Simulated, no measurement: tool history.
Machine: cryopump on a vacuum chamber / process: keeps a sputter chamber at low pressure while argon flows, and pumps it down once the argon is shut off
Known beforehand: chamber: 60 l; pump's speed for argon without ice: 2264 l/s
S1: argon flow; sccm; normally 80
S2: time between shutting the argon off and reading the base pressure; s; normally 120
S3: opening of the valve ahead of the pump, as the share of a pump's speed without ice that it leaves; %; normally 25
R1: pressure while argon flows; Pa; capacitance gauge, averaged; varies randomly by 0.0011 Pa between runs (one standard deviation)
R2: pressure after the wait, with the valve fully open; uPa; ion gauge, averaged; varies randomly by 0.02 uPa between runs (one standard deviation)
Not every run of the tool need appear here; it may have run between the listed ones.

run	hour	S1	S2	S3	R1	R2
1	0.0	80	120	25	0.2414	0.65
2	10.1	80	120	25	0.2384	0.67
3	22.0	80	120	25	0.2412	0.66
4	35.2	80	120	25	0.2398	0.65
5	43.6	80	120	25	0.2415	0.69
6	51.1	80	120	36	0.1690	0.66
7	67.7	80	120	36	0.1667	0.66
8	77.5	113	120	25	0.3399	0.71
9	93.5	80	120	25	0.2413	0.70
10	108.0	80	120	25	0.2403	0.71
11	120.7	80	120	25	0.2411	0.69
12	131.8	80	120	28	0.2171	0.71
13	139.9	80	120	24	0.2498	0.72
14	150.2	80	120	24	0.2517	0.77
15	167.4	82	120	16	0.3829	0.71
16	182.2	38	197	25	0.1143	0.68
17	191.2	36	241	32	0.0848	0.68
18	203.7	64	110	18	0.2689	0.79
19	217.2	64	110	18	0.2677	0.74
20	229.5	64	110	18	0.2704	0.71
21	242.5	64	110	18	0.2666	0.80
22	251.1	64	110	18	0.2671	0.79
23	266.5	139	123	42	0.2527	0.77
24	278.9	139	123	42	0.2546	0.78
25	292.7	38	123	42	0.0690	0.78

Below are 3 alternative next runs, each starting from the tool's condition after run 25. Predict each:
A	301.3	71	123	42	?	?
B	301.3	147	217	25	?	?
C	301.3	78	120	55	?	?

run	R1	R2
A	0.1298	0.81
B	0.4456	0.72
C	0.1093	0.76
Without the tool's hidden state the same runs would have given:
run	R1	R2
A	0.1264	0.29
B	0.4386	0.23
C	0.1056	0.25
